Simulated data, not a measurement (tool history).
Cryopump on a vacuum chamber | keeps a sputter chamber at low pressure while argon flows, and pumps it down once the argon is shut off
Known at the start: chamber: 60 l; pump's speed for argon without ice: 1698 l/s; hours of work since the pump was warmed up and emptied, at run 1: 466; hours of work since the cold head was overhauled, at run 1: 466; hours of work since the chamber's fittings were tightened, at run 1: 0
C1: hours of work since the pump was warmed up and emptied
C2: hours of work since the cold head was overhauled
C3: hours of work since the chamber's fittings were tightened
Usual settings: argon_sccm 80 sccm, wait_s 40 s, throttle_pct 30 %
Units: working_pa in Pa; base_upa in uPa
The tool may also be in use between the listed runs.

{"run": 1, "hour": 0.0, "argon_sccm": 80, "wait_s": 40, "throttle_pct": 30, "C1": 466, "C2": 466, "C3": 0, "working_pa": 0.277, "base_upa": 1.57}
{"run": 2, "hour": 95.4, "argon_sccm": 80, "wait_s": 40, "throttle_pct": 30, "C1": 538, "C2": 538, "C3": 72, "working_pa": 0.2808, "base_upa": 1.67}
{"run": 3, "hour": 179.1, "argon_sccm": 80, "wait_s": 40, "throttle_pct": 30, "C1": 601, "C2": 601, "C3": 134, "working_pa": 0.2791, "base_upa": 1.71}
{"run": 4, "hour": 309.5, "argon_sccm": 38, "wait_s": 40, "throttle_pct": 30, "C1": 698, "C2": 698, "C3": 232, "working_pa": 0.1341, "base_upa": 1.88}
{"run": 5, "hour": 382.7, "argon_sccm": 80, "wait_s": 40, "throttle_pct": 30, "C1": 753, "C2": 753, "C3": 287, "working_pa": 0.2862, "base_upa": 1.99}
{"run": 6, "hour": 477.4, "argon_sccm": 80, "wait_s": 40, "throttle_pct": 30, "C1": 824, "C2": 824, "C3": 358, "working_pa": 0.2878, "base_upa": 2.14}
{"run": 7, "hour": 542.8, "argon_sccm": 80, "wait_s": 40, "throttle_pct": 48, "C1": 873, "C2": 873, "C3": 407, "working_pa": 0.1908, "base_upa": 2.13}
{"run": 8, "hour": 651.4, "argon_sccm": 80, "wait_s": 40, "throttle_pct": 48, "C1": 955, "C2": 955, "C3": 488, "working_pa": 0.1933, "base_upa": 2.27}
{"run": 9, "hour": 756.4, "argon_sccm": 80, "wait_s": 40, "throttle_pct": 48, "C1": 1033, "C2": 1033, "C3": 567, "working_pa": 0.1965, "base_upa": 2.46}
{"run": 10, "hour": 880.1, "argon_sccm": 80, "wait_s": 50, "throttle_pct": 48, "C1": 1126, "C2": 1126, "C3": 660, "working_pa": 0.1986, "base_upa": 2.29}
{"run": 11, "hour": 945.6, "argon_sccm": 80, "wait_s": 50, "throttle_pct": 48, "C1": 1175, "C2": 1175, "C3": 709, "working_pa": 0.2003, "base_upa": 2.46}
{"hour": 970.7, "done": "pump warmed up, emptied and cooled again"}
{"run": 12, "hour": 1073.9, "argon_sccm": 80, "wait_s": 50, "throttle_pct": 48, "C1": 77, "C2": 1268, "C3": 802, "working_pa": 0.1704, "base_upa": 2.24}
{"run": 13, "hour": 1153.3, "argon_sccm": 80, "wait_s": 40, "throttle_pct": 54, "C1": 137, "C2": 1327, "C3": 861, "working_pa": 0.1514, "base_upa": 2.46}
{"run": 14, "hour": 1230.2, "argon_sccm": 80, "wait_s": 40, "throttle_pct": 19, "C1": 195, "C2": 1385, "C3": 919, "working_pa": 0.4247, "base_upa": 2.61}
{"run": 15, "hour": 1333.9, "argon_sccm": 80, "wait_s": 40, "throttle_pct": 19, "C1": 272, "C2": 1463, "C3": 997, "working_pa": 0.4268, "base_upa": 2.7}
{"run": 16, "hour": 1435.3, "argon_sccm": 80, "wait_s": 40, "throttle_pct": 30, "C1": 348, "C2": 1539, "C3": 1073, "working_pa": 0.2758, "base_upa": 2.84}
{"run": 17, "hour": 1535.1, "argon_sccm": 80, "wait_s": 40, "throttle_pct": 30, "C1": 423, "C2": 1614, "C3": 1147, "working_pa": 0.2746, "base_upa": 2.96}
{"run": 18, "hour": 1604.3, "argon_sccm": 39, "wait_s": 143, "throttle_pct": 22, "C1": 475, "C2": 1666, "C3": 1199, "working_pa": 0.1815, "base_upa": 2.13}
{"run": 19, "hour": 1691.8, "argon_sccm": 124, "wait_s": 143, "throttle_pct": 35, "C1": 541, "C2": 1731, "C3": 1265, "working_pa": 0.3781, "base_upa": 2.26}
{"run": 20, "hour": 1814.1, "argon_sccm": 124, "wait_s": 143, "throttle_pct": 35, "C1": 632, "C2": 1823, "C3": 1357, "working_pa": 0.3795, "base_upa": 2.39}
{"run": 21, "hour": 1893.6, "argon_sccm": 44, "wait_s": 33, "throttle_pct": 30, "C1": 692, "C2": 1882, "C3": 1416, "working_pa": 0.1575, "base_upa": 3.71}
{"hour": 1985.0, "done": "leaking fittings of the chamber tightened, without venting"}
{"run": 22, "hour": 2018.0, "argon_sccm": 80, "wait_s": 37, "throttle_pct": 30, "C1": 784, "C2": 1974, "C3": 25, "working_pa": 0.288, "base_upa": 1.72}
{"run": 23, "hour": 2077.9, "argon_sccm": 47, "wait_s": 37, "throttle_pct": 41, "C1": 829, "C2": 2019, "C3": 70, "working_pa": 0.1279, "base_upa": 1.78}
{"run": 24, "hour": 2133.9, "argon_sccm": 80, "wait_s": 40, "throttle_pct": 16, "C1": 871, "C2": 2061, "C3": 112, "working_pa": 0.5255, "base_upa": 1.76}
{"run": 25, "hour": 2224.3, "argon_sccm": 80, "wait_s": 40, "throttle_pct": 16, "C1": 939, "C2": 2129, "C3": 179, "working_pa": 0.5248, "base_upa": 1.88}
{"run": 26, "hour": 2293.9, "argon_sccm": 80, "wait_s": 82, "throttle_pct": 45, "C1": 991, "C2": 2181, "C3": 232, "working_pa": 0.2071, "base_upa": 1.25}
{"run": 27, "hour": 2382.1, "argon_sccm": 93, "wait_s": 115, "throttle_pct": 18, "C1": 1057, "C2": 2247, "C3": 298, "working_pa": 0.5517, "base_upa": 1.18}
{"run": 28, "hour": 2492.1, "argon_sccm": 80, "wait_s": 104, "throttle_pct": 30, "C1": 1139, "C2": 2330, "C3": 380, "working_pa": 0.3003, "base_upa": 1.33}
{"hour": 2555.5, "done": "pump warmed up, emptied and cooled again"}
{"run": 29, "hour": 2601.8, "argon_sccm": 106, "wait_s": 267, "throttle_pct": 31, "C1": 35, "C2": 2408, "C3": 459, "working_pa": 0.3429, "base_upa": 0.92}
{"run": 30, "hour": 2684.6, "argon_sccm": 106, "wait_s": 267, "throttle_pct": 31, "C1": 97, "C2": 2470, "C3": 521, "working_pa": 0.3462, "base_upa": 1.01}
{"run": 31, "hour": 2757.0, "argon_sccm": 106, "wait_s": 267, "throttle_pct": 31, "C1": 151, "C2": 2525, "C3": 575, "working_pa": 0.347, "base_upa": 1.08}
{"run": 32, "hour": 2819.5, "argon_sccm": 38, "wait_s": 267, "throttle_pct": 24, "C1": 198, "C2": 2572, "C3": 622, "working_pa": 0.16, "base_upa": 1.14}
{"run": 33, "hour": 2921.3, "argon_sccm": 56, "wait_s": 277, "throttle_pct": 15, "C1": 274, "C2": 2648, "C3": 698, "working_pa": 0.3758, "base_upa": 1.24}
{"run": 34, "hour": 2978.7, "argon_sccm": 56, "wait_s": 105, "throttle_pct": 16, "C1": 317, "C2": 2691, "C3": 741, "working_pa": 0.3557, "base_upa": 1.59}

Forecast each of these 4 alternatives for the next run:
{"run": "A", "hour": 3069.2, "argon_sccm": 36, "wait_s": 132, "throttle_pct": 16, "C1": 385, "C2": 2759, "C3": 809, "working_pa": "?", "base_upa": "?"}
{"run": "B", "hour": 3069.2, "argon_sccm": 119, "wait_s": 20, "throttle_pct": 40, "C1": 385, "C2": 2759, "C3": 809, "working_pa": "?", "base_upa": "?"}
{"run": "C", "hour": 3069.2, "argon_sccm": 80, "wait_s": 40, "throttle_pct": 47, "C1": 385, "C2": 2759, "C3": 809, "working_pa": "?", "base_upa": "?"}
{"run": "D", "hour": 3069.2, "argon_sccm": 150, "wait_s": 105, "throttle_pct": 52, "C1": 385, "C2": 2759, "C3": 809, "working_pa": "?", "base_upa": "?"}

run=A working_pa=0.2272 base_upa=1.57
run=B working_pa=0.3111 base_upa=3.94
run=C working_pa=0.1805 base_upa=2.52
run=D working_pa=0.3087 base_upa=1.72
Without the tool's hidden state the same runs would have given:
run=A working_pa=0.2222 base_upa=0.56
run=B working_pa=0.2947 base_upa=2.91
run=C working_pa=0.1695 base_upa=1.53
run=D working_pa=0.2880 base_upa=0.69
